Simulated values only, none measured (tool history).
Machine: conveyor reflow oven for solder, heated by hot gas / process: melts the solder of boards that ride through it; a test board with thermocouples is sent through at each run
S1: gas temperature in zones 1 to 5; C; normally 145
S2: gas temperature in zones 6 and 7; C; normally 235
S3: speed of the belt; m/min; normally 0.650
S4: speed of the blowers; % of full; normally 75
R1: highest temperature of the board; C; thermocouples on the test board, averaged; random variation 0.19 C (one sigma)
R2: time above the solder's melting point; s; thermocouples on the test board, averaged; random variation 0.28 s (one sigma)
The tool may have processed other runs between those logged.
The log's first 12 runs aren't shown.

run   hour   S1   S2     S3  S4     R1    R2
 13  105.4  145  225  0.650  75  209.2  50.1
 14  113.0  145  225  0.650  75  209.3  50.4
 15  121.6  145  225  0.650  75  209.0  50.6
 16  126.4  131  235  0.650  75  214.1  50.2
 17  136.9  139  241  0.734  87  218.8  49.4
 18  141.7  139  241  0.734  59  211.4  43.2
 19  149.8  139  241  0.734  59  211.3  42.4
 20  154.8  139  241  0.734  59  211.4  42.6
 21  160.2  146  240  0.732  77  217.8  51.0
 22  172.1  145  228  0.650  75  211.2  52.3

Forecast run 23:
 23  182.1  145  228  0.578  75   ?   ?

For run 23 the tool returned R1 215.0 C, R2 63.7 s.
With the hidden condition absent and the run-to-run variation left alone, this run would have shown R1 214.1 C, R2 62.7 s.

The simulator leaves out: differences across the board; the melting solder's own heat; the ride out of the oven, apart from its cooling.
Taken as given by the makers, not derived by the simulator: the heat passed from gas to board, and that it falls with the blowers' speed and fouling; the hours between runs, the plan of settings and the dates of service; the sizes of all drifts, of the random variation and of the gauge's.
